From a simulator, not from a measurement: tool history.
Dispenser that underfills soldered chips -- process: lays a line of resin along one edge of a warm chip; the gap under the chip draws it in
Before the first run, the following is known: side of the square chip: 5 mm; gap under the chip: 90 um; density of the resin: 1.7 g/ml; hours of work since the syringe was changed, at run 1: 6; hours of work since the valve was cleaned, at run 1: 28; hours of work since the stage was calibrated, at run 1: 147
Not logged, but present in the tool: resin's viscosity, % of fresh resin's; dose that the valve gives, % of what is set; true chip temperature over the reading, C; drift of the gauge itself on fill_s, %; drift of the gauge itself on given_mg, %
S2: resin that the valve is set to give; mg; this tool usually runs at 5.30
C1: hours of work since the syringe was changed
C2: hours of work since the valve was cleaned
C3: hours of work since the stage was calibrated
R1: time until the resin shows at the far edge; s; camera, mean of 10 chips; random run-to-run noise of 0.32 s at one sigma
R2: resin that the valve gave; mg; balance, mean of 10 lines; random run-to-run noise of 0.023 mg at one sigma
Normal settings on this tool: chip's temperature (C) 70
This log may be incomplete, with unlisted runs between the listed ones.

{"run": 1, "hour": 0.0, "chip's temperature (C)": 70, "S2": 5.3, "C1": 6, "C2": 28, "C3": 147, "R1": 13.5, "R2": 5.19}
{"hour": 8.4, "done": "new syringe of resin"}
{"run": 2, "hour": 10.8, "chip's temperature (C)": 70, "S2": 5.3, "C1": 2, "C2": 35, "C3": 154, "R1": 11.1, "R2": 5.18}
{"run": 3, "hour": 21.3, "chip's temperature (C)": 70, "S2": 5.3, "C1": 8, "C2": 41, "C3": 160, "R1": 14.0, "R2": 5.15}
{"hour": 26.0, "done": "new syringe of resin"}
{"run": 4, "hour": 32.4, "chip's temperature (C)": 70, "S2": 4.92, "C1": 4, "C2": 48, "C3": 167, "R1": 12.5, "R2": 4.78}
{"run": 5, "hour": 42.8, "chip's temperature (C)": 70, "S2": 4.92, "C1": 11, "C2": 55, "C3": 174, "R1": 16.5, "R2": 4.78}
{"hour": 44.3, "done": "new syringe of resin"}
{"run": 6, "hour": 57.4, "chip's temperature (C)": 70, "S2": 4.92, "C1": 8, "C2": 64, "C3": 183, "R1": 15.1, "R2": 4.73}
{"hour": 61.7, "done": "dispensing valve cleaned and set on the balance"}
{"hour": 63.1, "done": "new syringe of resin"}
{"run": 7, "hour": 69.6, "chip's temperature (C)": 70, "S2": 4.92, "C1": 4, "C2": 5, "C3": 190, "R1": 13.1, "R2": 4.92}
{"hour": 81.2, "done": "new syringe of resin"}
{"run": 8, "hour": 83.5, "chip's temperature (C)": 70, "S2": 4.95, "C1": 1, "C2": 13, "C3": 198, "R1": 11.7, "R2": 4.96}
{"run": 9, "hour": 90.6, "chip's temperature (C)": 70, "S2": 4.95, "C1": 6, "C2": 18, "C3": 203, "R1": 13.9, "R2": 4.95}
{"hour": 99.6, "done": "new syringe of resin"}
{"run": 10, "hour": 103.0, "chip's temperature (C)": 70, "S2": 4.75, "C1": 2, "C2": 26, "C3": 211, "R1": 11.5, "R2": 4.71}
{"run": 11, "hour": 113.4, "chip's temperature (C)": 70, "S2": 4.75, "C1": 9, "C2": 32, "C3": 217, "R1": 15.2, "R2": 4.69}
{"hour": 118.1, "done": "new syringe of resin"}
{"run": 12, "hour": 123.8, "chip's temperature (C)": 70, "S2": 4.75, "C1": 4, "C2": 39, "C3": 223, "R1": 12.1, "R2": 4.69}
{"run": 13, "hour": 131.6, "chip's temperature (C)": 70, "S2": 5.3, "C1": 9, "C2": 43, "C3": 228, "R1": 14.2, "R2": 5.21}
{"hour": 136.6, "done": "new syringe of resin"}
{"run": 14, "hour": 139.2, "chip's temperature (C)": 70, "S2": 6.32, "C1": 2, "C2": 48, "C3": 233, "R1": 10.7, "R2": 6.21}
{"run": 15, "hour": 152.1, "chip's temperature (C)": 70, "S2": 6.32, "C1": 10, "C2": 56, "C3": 241, "R1": 14.5, "R2": 6.19}
{"hour": 154.4, "done": "new syringe of resin"}
{"run": 16, "hour": 163.3, "chip's temperature (C)": 68, "S2": 5.3, "C1": 6, "C2": 63, "C3": 248, "R1": 14.4, "R2": 5.17}
{"hour": 167.9, "done": "dispensing valve cleaned and set on the balance"}
{"hour": 173.3, "done": "new syringe of resin"}
{"run": 17, "hour": 175.5, "chip's temperature (C)": 68, "S2": 5.3, "C1": 1, "C2": 5, "C3": 255, "R1": 12.7, "R2": 5.32}
{"run": 18, "hour": 181.5, "chip's temperature (C)": 70, "S2": 5.3, "C1": 5, "C2": 8, "C3": 259, "R1": 13.1, "R2": 5.29}
{"run": 19, "hour": 190.4, "chip's temperature (C)": 70, "S2": 5.98, "C1": 11, "C2": 14, "C3": 264, "R1": 14.7, "R2": 5.93}
{"hour": 191.8, "done": "new syringe of resin"}
{"run": 20, "hour": 201.5, "chip's temperature (C)": 70, "S2": 5.98, "C1": 6, "C2": 21, "C3": 271, "R1": 12.6, "R2": 5.94}
{"hour": 209.5, "done": "new syringe of resin"}
{"run": 21, "hour": 209.9, "chip's temperature (C)": 73, "S2": 5.31, "C1": 0, "C2": 26, "C3": 276, "R1": 9.1, "R2": 5.26}
{"run": 22, "hour": 219.1, "chip's temperature (C)": 71, "S2": 5.19, "C1": 6, "C2": 32, "C3": 282, "R1": 12.8, "R2": 5.11}
{"hour": 227.3, "done": "new syringe of resin"}
{"run": 23, "hour": 228.4, "chip's temperature (C)": 61, "S2": 6.71, "C1": 1, "C2": 37, "C3": 288, "R1": 17.1, "R2": 6.6}
{"run": 24, "hour": 237.2, "chip's temperature (C)": 60, "S2": 6.12, "C1": 6, "C2": 43, "C3": 293, "R1": 22.9, "R2": 5.98}
{"hour": 245.4, "done": "new syringe of resin"}
{"run": 25, "hour": 249.3, "chip's temperature (C)": 73, "S2": 6.25, "C1": 2, "C2": 50, "C3": 301, "R1": 9.5, "R2": 6.14}
{"run": 26, "hour": 258.0, "chip's temperature (C)": 78, "S2": 4.56, "C1": 8, "C2": 56, "C3": 306, "R1": 9.1, "R2": 4.49}

Run 27 comes next. What will it give?
{"hour": 263.7, "done": "new syringe of resin"}
{"run": 27, "hour": 266.1, "chip's temperature (C)": 71, "S2": 4.56, "C1": 2, "C2": 61, "C3": 311, "R1": "?", "R2": "?"}

R1: 10.6 s
R2: 4.48 mg
On a tool with no hidden condition, and with the same random variation, this run would have come out at R1 10.6 s, R2 4.61 mg.
